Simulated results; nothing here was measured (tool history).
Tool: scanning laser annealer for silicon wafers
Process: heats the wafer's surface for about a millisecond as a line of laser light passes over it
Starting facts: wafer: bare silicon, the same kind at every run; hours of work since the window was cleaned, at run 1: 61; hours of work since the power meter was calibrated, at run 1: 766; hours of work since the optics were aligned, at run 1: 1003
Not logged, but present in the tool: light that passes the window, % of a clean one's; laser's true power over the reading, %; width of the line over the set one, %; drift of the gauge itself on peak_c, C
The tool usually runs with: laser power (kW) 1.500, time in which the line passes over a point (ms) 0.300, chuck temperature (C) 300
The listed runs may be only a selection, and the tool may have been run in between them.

run	hour	laser power (kW)	time in which the line passes over a point (ms)	chuck temperature (C)	hours of work since the window was cleaned	hours of work since the power meter was calibrated	hours of work since the optics were aligned	highest temperature of the surface (C)
1	0.0	1.500	0.300	300	61	766	1003	1055
2	56.3	1.283	0.300	300	89	793	1031	946
3	90.1	1.500	0.300	300	105	810	1047	1052
4	148.5	1.500	0.300	300	134	838	1075	1057
5	214.5	1.500	0.300	300	166	870	1108	1057
6	263.2	1.500	0.300	300	190	894	1131	1055
# hour 328.7: optics aligned, line set to its width
7	339.4	1.500	0.300	300	224	929	5	1054
8	393.6	1.500	0.300	300	251	955	32	1056
9	463.1	1.500	0.232	300	284	989	65	978
10	492.7	1.500	0.255	300	299	1003	80	1005
11	555.4	1.500	0.255	300	329	1034	110	1009
# hour 569.4: window over the wafer cleaned
12	599.1	1.500	0.255	300	14	1054	131	1004
13	656.5	1.443	0.247	279	42	1082	159	949
14	697.4	1.443	0.247	279	62	1102	179	948
15	755.6	1.443	0.247	279	91	1130	207	950
16	800.3	1.394	0.247	309	112	1152	229	955
17	863.5	1.394	0.247	309	143	1183	259	956
18	912.3	1.394	0.247	309	167	1207	283	955
19	972.6	1.540	0.300	286	196	1236	313	1060

Here are 3 independent what-if runs from the current tool condition. What would each one return?
A	1032.6	1.500	0.311	300	226	1265	342	?
B	1032.6	1.553	0.300	267	226	1265	342	?
C	1032.6	1.500	0.317	329	226	1265	342	?

run	highest temperature of the surface (C)
A	1069
B	1046
C	1103
With the hidden condition removed and each run's random variation left untouched, the same runs would have given:
run	highest temperature of the surface (C)
A	1071
B	1047
C	1104
